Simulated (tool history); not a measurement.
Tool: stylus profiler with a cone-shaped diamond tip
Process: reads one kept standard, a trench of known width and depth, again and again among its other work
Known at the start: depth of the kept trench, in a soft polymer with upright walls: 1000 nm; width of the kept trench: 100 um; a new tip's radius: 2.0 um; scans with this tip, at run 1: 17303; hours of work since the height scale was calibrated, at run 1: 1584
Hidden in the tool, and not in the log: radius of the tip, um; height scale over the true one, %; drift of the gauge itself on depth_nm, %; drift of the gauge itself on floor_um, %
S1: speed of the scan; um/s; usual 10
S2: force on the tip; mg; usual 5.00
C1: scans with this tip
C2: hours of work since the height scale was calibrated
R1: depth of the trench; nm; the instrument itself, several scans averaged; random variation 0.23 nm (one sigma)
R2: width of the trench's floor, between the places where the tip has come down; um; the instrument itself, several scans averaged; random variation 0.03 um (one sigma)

run,day,S1,S2,C1,C2,R1,R2
1,0.000,10,5.00,17303,1584,1013.54,96.46
2,1.492,10,5.00,17533,1605,1013.36,96.51
3,3.108,10,5.00,17783,1628,1013.33,96.44
4,5.429,10,13.41,18142,1661,1025.86,96.48
5,7.325,10,2.73,18434,1688,1008.81,96.44
6,8.758,10,2.73,18656,1708,1009.06,96.50
7,10.917,10,5.69,18989,1739,1015.02,96.46
8,12.021,10,5.69,19160,1754,1014.77,96.52
9,13.975,10,5.00,19461,1782,1013.32,96.46
10,15.721,9,6.45,19731,1807,1015.85,96.53
11,17.938,9,6.45,20073,1838,1015.68,96.48
12,19.725,10,6.68,20350,1863,1016.47,96.47
13,21.762,2,10.93,20664,1892,1022.77,96.55
14,23.838,14,4.24,20985,1922,1011.66,96.43
15,25.033,14,4.24,21169,1938,1011.56,96.47
16,26.808,14,4.24,21443,1964,1012.27,96.48
17,28.208,8,1.83,21660,1983,1006.78,96.48

4 ways to go on from here, each from the tool as it stands after run 17. What would each give?
A,29.450,8,5.00,21851,2001,?,?
B,29.450,34,5.33,21851,2001,?,?
C,29.450,5,13.55,21851,2001,?,?
D,29.450,21,1.83,21851,2001,?,?

run,R1,R2
A,1013.60,96.44
B,1013.82,96.39
C,1026.79,96.47
D,1007.19,96.35
Without the tool's hidden state the same runs would have given:
run,R1,R2
A,1013.65,96.46
B,1013.87,96.41
C,1026.84,96.49
D,1007.24,96.38

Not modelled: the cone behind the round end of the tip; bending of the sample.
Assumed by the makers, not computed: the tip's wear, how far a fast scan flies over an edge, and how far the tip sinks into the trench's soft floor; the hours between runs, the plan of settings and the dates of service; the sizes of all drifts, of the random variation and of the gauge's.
